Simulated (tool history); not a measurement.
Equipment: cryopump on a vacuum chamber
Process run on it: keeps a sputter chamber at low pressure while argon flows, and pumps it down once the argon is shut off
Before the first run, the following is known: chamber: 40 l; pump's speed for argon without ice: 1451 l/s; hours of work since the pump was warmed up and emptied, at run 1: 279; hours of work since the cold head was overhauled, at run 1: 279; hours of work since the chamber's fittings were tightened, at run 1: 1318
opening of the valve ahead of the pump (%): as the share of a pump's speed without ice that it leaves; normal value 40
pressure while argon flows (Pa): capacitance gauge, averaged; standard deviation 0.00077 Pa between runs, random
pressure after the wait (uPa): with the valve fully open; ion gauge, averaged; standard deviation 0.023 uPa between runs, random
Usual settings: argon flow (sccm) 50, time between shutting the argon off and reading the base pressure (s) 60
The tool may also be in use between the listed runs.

run,day,argon flow (sccm),time between shutting the argon off and reading the base pressure (s),opening of the valve ahead of the pump (%),hours of work since the pump was warmed up and emptied,hours of work since the cold head was overhauled,hours of work since the chamber's fittings were tightened,pressure while argon flows (Pa),pressure after the wait (uPa)
1,0.000,50,60,40,279,279,1318,0.1611,2.36
2,0.854,50,60,24,290,290,1329,0.2572,2.41
3,1.612,50,60,31,300,300,1339,0.2040,2.46
4,2.488,50,60,31,312,312,1351,0.2040,2.49
5,3.225,50,60,31,322,322,1361,0.2047,2.44
6,3.975,50,60,24,332,332,1371,0.2613,2.52
7,4.829,48,60,40,343,343,1382,0.1577,2.60
8,5.367,48,60,40,350,350,1389,0.1581,2.53
9,6.267,50,60,35,362,362,1401,0.1870,2.65
10,7.421,50,60,35,377,377,1416,0.1858,2.64
11,8.296,50,60,35,389,389,1428,0.1877,2.78
12,9.083,50,60,35,399,399,1438,0.1876,2.76
13,9.892,36,60,40,410,410,1449,0.1221,2.75
14,11.083,50,60,31,426,426,1465,0.2130,2.82
# day 11.758: leaking fittings of the chamber tightened, without venting
15,11.775,50,60,40,434,434,0,0.1714,0.87
# day 12.375: pump warmed up, emptied and cooled again
16,13.238,50,60,40,11,450,17,0.1473,0.80
17,13.925,50,60,40,21,460,26,0.1470,0.80
18,14.612,81,21,17,30,469,35,0.5584,1.81
19,15.629,36,60,44,43,482,49,0.0974,0.83
20,16.383,48,60,22,53,492,58,0.2567,0.85
21,17.629,48,60,22,70,509,75,0.2568,0.82
22,18.542,43,170,22,82,521,87,0.2329,0.51
23,19.621,43,170,22,96,535,101,0.2309,0.55
24,20.892,63,20,43,113,552,118,0.1792,2.00
25,21.625,63,20,43,122,562,128,0.1787,1.99
26,22.571,48,60,18,135,574,140,0.3188,0.90
27,23.533,85,256,45,148,587,153,0.2312,0.52
28,24.138,85,256,45,156,595,161,0.2335,0.57
29,24.975,36,43,53,167,606,172,0.0852,1.17
30,25.929,36,43,53,179,618,185,0.0850,1.23
31,26.750,52,43,17,190,629,196,0.3654,1.24
32,27.850,52,43,17,205,644,210,0.3701,1.22
33,28.550,52,43,17,214,653,220,0.3686,1.21

Each row is a separate what-if for the run after 33, all from the same tool condition, not one after another. Results?
A,29.146,75,296,30,222,661,227,?,?
B,29.146,50,173,40,222,661,227,?,?
C,29.146,40,60,40,222,661,227,?,?

run,pressure while argon flows (Pa),pressure after the wait (uPa)
A,0.3085,0.67
B,0.1579,0.71
C,0.1249,0.98
What these runs would have given with no unlogged condition in the tool:
run,pressure while argon flows (Pa),pressure after the wait (uPa)
A,0.2915,0.34
B,0.1465,0.39
C,0.1159,0.67

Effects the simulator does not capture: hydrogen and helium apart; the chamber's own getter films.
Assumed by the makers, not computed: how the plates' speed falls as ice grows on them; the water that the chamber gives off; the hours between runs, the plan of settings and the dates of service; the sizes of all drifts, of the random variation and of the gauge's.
